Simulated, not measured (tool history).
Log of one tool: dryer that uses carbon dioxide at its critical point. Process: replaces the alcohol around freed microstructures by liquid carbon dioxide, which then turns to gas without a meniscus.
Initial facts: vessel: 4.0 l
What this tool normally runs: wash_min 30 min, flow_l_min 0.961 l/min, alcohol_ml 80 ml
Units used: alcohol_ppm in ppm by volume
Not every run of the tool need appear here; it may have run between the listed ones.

run 1 hour=0 | wash_min=30 flow_l_min=0.961 alcohol_ml=80 | alcohol_ppm=96
run 2 hour=21.5 | wash_min=30 flow_l_min=0.961 alcohol_ml=41 | alcohol_ppm=81
run 3 hour=44.8 | wash_min=30 flow_l_min=0.961 alcohol_ml=41 | alcohol_ppm=91
run 4 hour=65.7 | wash_min=45 flow_l_min=0.961 alcohol_ml=80 | alcohol_ppm=66
run 5 hour=78.4 | wash_min=45 flow_l_min=1.002 alcohol_ml=80 | alcohol_ppm=61
run 6 hour=95.4 | wash_min=45 flow_l_min=1.002 alcohol_ml=80 | alcohol_ppm=66
run 7 hour=119.8 | wash_min=30 flow_l_min=0.961 alcohol_ml=80 | alcohol_ppm=110
run 8 hour=131.7 | wash_min=30 flow_l_min=0.961 alcohol_ml=80 | alcohol_ppm=113
run 9 hour=146 | wash_min=30 flow_l_min=0.961 alcohol_ml=80 | alcohol_ppm=129
run 10 hour=157.9 | wash_min=30 flow_l_min=0.961 alcohol_ml=80 | alcohol_ppm=127
run 11 hour=175.9 | wash_min=30 flow_l_min=0.961 alcohol_ml=53 | alcohol_ppm=104
run 12 hour=187.4 | wash_min=30 flow_l_min=0.961 alcohol_ml=23 | alcohol_ppm=87
run 13 hour=202.1 | wash_min=30 flow_l_min=0.961 alcohol_ml=42 | alcohol_ppm=108
run 14 hour=224 | wash_min=30 flow_l_min=0.961 alcohol_ml=42 | alcohol_ppm=108
run 15 hour=248.8 | wash_min=30 flow_l_min=0.961 alcohol_ml=42 | alcohol_ppm=107
run 16 hour=273.5 | wash_min=30 flow_l_min=0.961 alcohol_ml=42 | alcohol_ppm=110
run 17 hour=287.7 | wash_min=30 flow_l_min=0.961 alcohol_ml=42 | alcohol_ppm=119
run 18 hour=311.2 | wash_min=30 flow_l_min=0.961 alcohol_ml=80 | alcohol_ppm=150
run 19 hour=334.9 | wash_min=39 flow_l_min=0.961 alcohol_ml=80 | alcohol_ppm=100
run 20 hour=360.4 | wash_min=39 flow_l_min=0.961 alcohol_ml=80 | alcohol_ppm=102
-- hour=365.2 inlet filter changed
run 21 hour=374.4 | wash_min=39 flow_l_min=0.961 alcohol_ml=80 | alcohol_ppm=91
run 22 hour=385.4 | wash_min=30 flow_l_min=0.961 alcohol_ml=42 | alcohol_ppm=105
run 23 hour=405.3 | wash_min=30 flow_l_min=0.961 alcohol_ml=42 | alcohol_ppm=98
run 24 hour=417.7 | wash_min=46 flow_l_min=0.888 alcohol_ml=50 | alcohol_ppm=91
run 25 hour=430.3 | wash_min=46 flow_l_min=0.888 alcohol_ml=50 | alcohol_ppm=94
run 26 hour=447 | wash_min=46 flow_l_min=0.888 alcohol_ml=50 | alcohol_ppm=93
run 27 hour=468.2 | wash_min=46 flow_l_min=0.888 alcohol_ml=50 | alcohol_ppm=87
run 28 hour=490.2 | wash_min=28 flow_l_min=0.961 alcohol_ml=73 | alcohol_ppm=146
run 29 hour=506.3 | wash_min=28 flow_l_min=0.961 alcohol_ml=73 | alcohol_ppm=149
run 30 hour=523.5 | wash_min=23 flow_l_min=0.961 alcohol_ml=29 | alcohol_ppm=154
run 31 hour=546.1 | wash_min=23 flow_l_min=0.961 alcohol_ml=29 | alcohol_ppm=149
run 32 hour=557.5 | wash_min=38 flow_l_min=1.159 alcohol_ml=22 | alcohol_ppm=97
run 33 hour=581 | wash_min=37 flow_l_min=0.716 alcohol_ml=80 | alcohol_ppm=173
run 34 hour=595.3 | wash_min=39 flow_l_min=0.735 alcohol_ml=31 | alcohol_ppm=119
run 35 hour=606.2 | wash_min=30 flow_l_min=1.249 alcohol_ml=115 | alcohol_ppm=104
run 36 hour=629.2 | wash_min=30 flow_l_min=1.249 alcohol_ml=115 | alcohol_ppm=108
run 37 hour=644.6 | wash_min=28 flow_l_min=1.249 alcohol_ml=91 | alcohol_ppm=116
run 38 hour=667.4 | wash_min=30 flow_l_min=0.588 alcohol_ml=46 | alcohol_ppm=425
run 39 hour=678.1 | wash_min=33 flow_l_min=1.044 alcohol_ml=24 | alcohol_ppm=118
run 40 hour=695.5 | wash_min=33 flow_l_min=1.044 alcohol_ml=24 | alcohol_ppm=113
run 41 hour=714.7 | wash_min=44 flow_l_min=0.863 alcohol_ml=52 | alcohol_ppm=114

Run 42, settings as shown, results not yet in. Your forecast:
run 42 hour=740.1 | wash_min=27 flow_l_min=0.961 alcohol_ml=112 | alcohol_ppm=?

alcohol_ppm: 245 ppm by volume
The same run, on a tool lacking any hidden state, would have yielded alcohol_ppm 76 ppm by volume.
